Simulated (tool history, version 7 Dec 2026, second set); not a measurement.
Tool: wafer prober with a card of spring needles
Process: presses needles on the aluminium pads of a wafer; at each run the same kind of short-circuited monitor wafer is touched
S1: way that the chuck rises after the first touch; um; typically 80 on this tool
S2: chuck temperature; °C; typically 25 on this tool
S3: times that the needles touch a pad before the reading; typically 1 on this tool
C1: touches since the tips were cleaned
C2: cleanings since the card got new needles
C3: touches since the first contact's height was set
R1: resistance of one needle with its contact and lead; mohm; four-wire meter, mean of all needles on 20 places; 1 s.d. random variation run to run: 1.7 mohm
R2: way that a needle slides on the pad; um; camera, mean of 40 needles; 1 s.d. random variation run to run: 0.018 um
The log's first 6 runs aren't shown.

run	day	S1	S2	S3	C1	C2	C3	R1	R2
# day 5.008: tips cleaned on abrasive film
7	5.629	80	25	1	5471	52	49356	253	17.16
# day 5.696: tips cleaned on abrasive film
# day 6.4: tips cleaned on abrasive film
8	6.775	63	25	1	3315	54	59404	271	13.47
# day 7.104: tips cleaned on abrasive film
9	7.633	94	25	1	4666	55	66924	226	20.15
# day 7.817: tips cleaned on abrasive film
# day 8.567: tips cleaned on abrasive film
10	8.642	85	25	1	653	57	75741	187	18.19
11	9.146	85	25	1	5106	57	80194	241	18.21
# day 9.254: tips cleaned on abrasive film
# day 9.958: tips cleaned on abrasive film
12	10.025	85	25	1	583	59	87851	184	18.16
# day 10.654: tips cleaned on abrasive film
13	10.792	80	25	1	1220	60	94580	202	17.08
# day 11.321: tips cleaned on abrasive film
14	11.383	80	25	1	584	61	99781	189	17.08
# day 12.012: tips cleaned on abrasive film
15	12.125	80	25	1	992	62	106255	197	17.02
# day 12.675: tips cleaned on abrasive film
16	13.046	80	25	1	3271	63	114351	236	17.01
# day 13.371: tips cleaned on abrasive film
17	13.946	80	25	1	5063	64	122237	252	17.04
# day 14.096: tips cleaned on abrasive film
18	14.621	96	85	3	4641	65	128169	193	20.45
# day 14.792: tips cleaned on abrasive film
19	15.442	96	85	3	5751	66	135359	199	20.46
# day 15.504: tips cleaned on abrasive film
# day 15.817: height of the first contact set anew
# day 16.192: tips cleaned on abrasive film
20	16.254	91	25	1	532	68	3810	176	19.6
# day 16.921: tips cleaned on abrasive film
21	17.042	74	25	2	1055	69	10727	186	15.93
# day 17.617: tips cleaned on abrasive film
22	18.1	86	25	2	4239	70	20011	207	18.49
# day 18.362: tips cleaned on abrasive film
23	18.896	89	25	2	4733	71	27009	209	19.12
# day 19.125: tips cleaned on abrasive film
# day 19.792: tips cleaned on abrasive film
24	19.967	76	65	2	1544	73	36368	202	16.28
# day 20.533: tips cleaned on abrasive film
25	20.971	85	38	1	3841	74	45170	234	18.23
# day 21.238: tips cleaned on abrasive film
# day 21.929: tips cleaned on abrasive film
26	22.029	98	38	1	885	76	54434	182	21.03
# day 22.646: tips cleaned on abrasive film
27	23.242	65	118	2	5219	77	65063	254	13.87
# day 23.329: tips cleaned on abrasive film
28	23.821	65	118	2	4332	78	70133	245	13.86
# day 24.021: tips cleaned on abrasive film
29	24.604	75	25	1	5113	79	77000	263	16.02

For run 30, what comes out?
# day 24.688: tips cleaned on abrasive film
# day 25.404: tips cleaned on abrasive film
30	25.562	67	25	3	1381	81	85373	?	?

R1: 183 mohm
R2: 14.27 um
With no hidden state in the tool, this same run would have given R1 166 mohm, R2 14.43 um.
